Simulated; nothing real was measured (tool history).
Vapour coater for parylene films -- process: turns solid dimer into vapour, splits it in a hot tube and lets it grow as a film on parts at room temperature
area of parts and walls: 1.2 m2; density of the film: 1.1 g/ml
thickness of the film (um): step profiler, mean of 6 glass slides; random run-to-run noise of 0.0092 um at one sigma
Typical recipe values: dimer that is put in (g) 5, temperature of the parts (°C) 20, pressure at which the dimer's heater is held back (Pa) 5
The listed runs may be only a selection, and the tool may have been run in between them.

| run | hour | dimer that is put in (g) | temperature of the parts (°C) | pressure at which the dimer's heater is held back (Pa) | thickness of the film (um) |
|---|---|---|---|---|---|
| 1 | 0 | 5 | 20 | 5 | 2.616 |
| 2 | 17.8 | 5 | 20 | 5 | 2.607 |
| 3 | 52.8 | 5 | 20 | 5 | 2.602 |
| 4 | 71.3 | 5 | 20 | 5 | 2.598 |
| 5 | 103.5 | 5 | 16 | 5 | 3.141 |
| 6 | 122.5 | 5 | 20 | 5 | 2.578 |
| 7 | 137.8 | 5 | 20 | 5 | 2.574 |
| 8 | 167.7 | 5 | 20 | 5 | 2.556 |
| 9 | 203.1 | 5 | 20 | 5 | 2.569 |
| 10 | 238.5 | 5 | 20 | 5 | 2.572 |
| 11 | 261.6 | 5 | 20 | 5 | 2.537 |
| 12 | 279.2 | 5 | 20 | 5 | 2.547 |
| 13 | 309.9 | 5 | 20 | 5 | 2.543 |
| 14 | 342.8 | 3 | 20 | 5 | 1.53 |
| 15 | 370.8 | 5 | 20 | 2.51 | 2.941 |
| 16 | 393.5 | 5 | 20 | 2.51 | 2.928 |
| 17 | 409.7 | 5 | 24 | 5 | 2.074 |
| 18 | 434.3 | 5 | 24 | 5 | 2.064 |
| 19 | 454.3 | 8 | 24 | 5 | 3.302 |
| 20 | 475.3 | 8 | 24 | 4.71 | 3.353 |
| 21 | 489.8 | 4 | 22 | 6.28 | 1.727 |
| 22 | 515 | 4 | 30 | 2.87 | 1.389 |
| 23 | 541.7 | 5 | 24 | 2.14 | 2.49 |
| 24 | 573 | 4 | 21 | 2.14 | 2.278 |
| 25 | 601.2 | 9 | 29 | 5 | 2.889 |
| 26 | 634.4 | 9 | 29 | 5 | 2.864 |
| 27 | 648.8 | 7 | 13 | 4.38 | 4.875 |
| 28 | 668.5 | 5 | 24 | 6.64 | 1.917 |
| 29 | 697.5 | 5 | 24 | 6.64 | 1.899 |
| 30 | 733.2 | 5 | 20 | 2.95 | 2.767 |
| 31 | 763.6 | 5 | 20 | 2.95 | 2.744 |
| 32 | 780.4 | 7 | 25 | 4.61 | 2.721 |
| 33 | 801.3 | 7 | 25 | 4.61 | 2.713 |
| 34 | 825.3 | 7 | 25 | 4.61 | 2.704 |
| 35 | 844.5 | 3 | 28 | 2.98 | 1.114 |
|  | 872.7 | trap's valve overhauled |
| 36 | 879 | 6 | 13 | 7.1 | 4.122 |

Predict each of these 5 candidate next runs independently; none follows another, all start after run 36:
| A | 912.9 | 2 | 21 | 2.19 | ? |
| B | 912.9 | 6 | 16 | 7.1 | ? |
| C | 912.9 | 5 | 13 | 6.76 | ? |
| D | 912.9 | 4 | 20 | 8.79 | ? |
| E | 912.9 | 3 | 13 | 4.22 | ? |

| run | thickness of the film (um) |
|---|---|
| A | 1.189 |
| B | 3.544 |
| C | 3.474 |
| D | 1.855 |
| E | 2.213 |
Without the tool's hidden state the same runs would have given:
| run | thickness of the film (um) |
|---|---|
| A | 1.164 |
| B | 3.471 |
| C | 3.402 |
| D | 1.817 |
| E | 2.225 |
